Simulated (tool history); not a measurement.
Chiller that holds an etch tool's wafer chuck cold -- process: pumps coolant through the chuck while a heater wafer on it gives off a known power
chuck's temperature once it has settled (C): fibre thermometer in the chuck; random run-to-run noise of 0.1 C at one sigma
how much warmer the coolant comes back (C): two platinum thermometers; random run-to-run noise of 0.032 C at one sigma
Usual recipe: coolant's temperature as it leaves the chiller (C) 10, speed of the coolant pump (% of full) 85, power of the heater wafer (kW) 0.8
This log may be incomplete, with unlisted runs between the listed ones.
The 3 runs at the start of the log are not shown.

run	hour	coolant's temperature as it leaves the chiller (C)	speed of the coolant pump (% of full)	power of the heater wafer (kW)	hours since the coolant was changed and the channels were flushed	hours since the pump was overhauled	hours since the chiller's thermometer was calibrated	chuck's temperature once it has settled (C)	how much warmer the coolant comes back (C)
4	334.4	10	98	0.8	2680	7926	1542	18	3.44
5	467.5	10	98	0.8	2813	8059	1675	18	3.48
6	555.6	10	98	0.8	2901	8147	1763	18.2	3.46
7	638.4	10	98	0.8	2984	8230	1846	18.1	3.45
8	799	10	85	0.8	3145	8391	2006	19.3	4.02
9	938	10	85	0.8	3284	8530	2145	19.4	4.06
10	1078.3	10	86	0.8	3424	8670	2286	19.3	4
11	1256.7	10	86	0.8	3602	8849	2464	19.2	4.03
12	1408.2	10	86	0.8	3754	9000	2615	19.7	4.01
13	1494.1	10	86	0.8	3840	9086	2701	19.6	4.05
14	1678.7	10	86	0.983	4024	9271	2886	21.7	5
15	1767.9	10	86	0.983	4113	9360	2975	21.7	5
16	1910.2	10	86	0.983	4256	9502	3117	21.9	5.03
17	2098.1	10	68	1.129	4444	9690	3305	26.8	7.23
18	2246.8	18	99	0.8	4592	9839	3454	26.7	3.53
19	2380.1	13	76	0.8	4726	9972	3587	24	4.65

Estimate the outcome of run 20 from the log above:
# hour 2495.8: coolant pump overhauled
20	2548.4	8	65	0.418	4889	53	3751	?	?

For run 20 the tool returned chuck's temperature once it has settled (C) 13.6, how much warmer the coolant comes back (C) 2.23.
If the tool had no hidden condition, the same run with the same run-to-run variation would have returned chuck's temperature once it has settled (C) 12.8, how much warmer the coolant comes back (C) 2.21.
